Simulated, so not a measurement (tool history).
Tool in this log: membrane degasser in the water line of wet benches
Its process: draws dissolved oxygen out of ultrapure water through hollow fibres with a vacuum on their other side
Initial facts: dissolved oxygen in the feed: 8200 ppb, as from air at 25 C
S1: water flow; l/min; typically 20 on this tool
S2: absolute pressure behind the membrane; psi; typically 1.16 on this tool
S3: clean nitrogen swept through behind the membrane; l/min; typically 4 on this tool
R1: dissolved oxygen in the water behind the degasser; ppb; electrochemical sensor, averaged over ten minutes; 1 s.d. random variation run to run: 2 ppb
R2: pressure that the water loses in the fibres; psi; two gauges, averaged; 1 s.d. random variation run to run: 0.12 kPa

| run | hour | S1 | S2 | S3 | R1 | R2 |
|---|---|---|---|---|---|---|
| 1 | 0 | 20 | 1.16 | 4 | 233.6 | 6.309 |
| 2 | 83.4 | 13 | 1.16 | 4 | 70.2 | 4.1 |
| 3 | 178.1 | 27 | 1.16 | 4 | 505.1 | 8.544 |
| 4 | 272 | 20 | 1.16 | 9.02 | 204.4 | 6.324 |
| 5 | 342 | 20 | 1.16 | 5.11 | 223.7 | 6.367 |
| 6 | 418.6 | 20 | 1.16 | 4 | 238.8 | 6.354 |
| 7 | 500.7 | 20 | 1.16 | 4 | 237.8 | 6.327 |
| 8 | 595.1 | 20 | 1.16 | 4 | 239.8 | 6.312 |
| 9 | 639.6 | 20 | 1.16 | 8.44 | 206.6 | 6.344 |
| 10 | 682.9 | 20 | 1.16 | 5.86 | 218.4 | 6.345 |
| 11 | 745.6 | 20 | 1.16 | 5.86 | 221.8 | 6.337 |
| 12 | 837.5 | 20 | 1.16 | 5.86 | 219.6 | 6.303 |
| 13 | 899 | 20 | 1.16 | 5.86 | 219.5 | 6.37 |
| 14 | 958.8 | 20 | 1.16 | 5.86 | 219.3 | 6.337 |
| 15 | 1031.8 | 20 | 1.16 | 5.86 | 220.8 | 6.337 |
| 16 | 1114.8 | 20 | 1.16 | 5.86 | 220.3 | 6.36 |
| 17 | 1194.8 | 20 | 1.16 | 5.86 | 224.4 | 6.363 |
| 18 | 1286.1 | 13 | 2.406 | 4 | 142.1 | 4.138 |
| 19 | 1369.1 | 13 | 2.406 | 4 | 140.9 | 4.142 |
| 20 | 1416.1 | 15 | 1.932 | 2.5 | 212.5 | 4.744 |

What does the tool deliver on the next run?
| 21 | 1514.2 | 24 | 1.069 | 10.52 | ? | ? |

Run 21 measured R1 340.9 ppb, R2 7.616 psi.
Minus the tool's unlogged condition, the same run would have read R1 328.2 ppb, R2 7.539 psi.
